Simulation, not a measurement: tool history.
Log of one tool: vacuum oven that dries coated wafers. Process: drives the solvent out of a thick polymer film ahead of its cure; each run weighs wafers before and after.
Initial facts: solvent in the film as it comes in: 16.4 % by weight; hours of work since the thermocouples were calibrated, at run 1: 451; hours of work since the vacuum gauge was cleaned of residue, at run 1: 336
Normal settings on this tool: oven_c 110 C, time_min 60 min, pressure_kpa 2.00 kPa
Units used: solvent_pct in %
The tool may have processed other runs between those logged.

run,hour,oven_c,time_min,pressure_kpa,hours of work since the thermocouples were calibrated,hours of work since the vacuum gauge was cleaned of residue,solvent_pct
1,0.0,110,60,2.00,451,336,4.22
2,22.9,110,60,2.00,463,348,4.24
3,46.8,110,60,2.00,475,360,4.18
4,61.1,110,60,2.00,482,367,4.27
# hour 64.1: vacuum gauge cleaned of residue and calibrated
5,74.9,110,60,2.00,488,6,4.31
6,98.6,110,60,2.00,500,18,4.26
7,124.5,112,57,1.36,514,31,3.53
8,138.7,102,60,6.50,521,38,10.88
9,149.3,102,44,6.50,526,44,11.25
10,161.8,102,44,6.50,533,50,11.36

For some of the steps in solvent_pct from one run to the next: how much would appear even if the tool had no hidden state, given the settings, what came in and random variation, and how much remains for the hidden state plus any gauge scatter that the measured result and the result without hidden state don't share?
What the log doesn't record here: true wafer temperature over the reading, C; true pressure over the reading, kPa; drift of the gauge itself on solvent_pct, %.
Run 7 -> 8: oven_c 112 -> 102, time_min 57 -> 60, pressure_kpa 1.36 -> 6.50. solvent_pct +7.35 %: hidden state +0.16, all else +7.19.
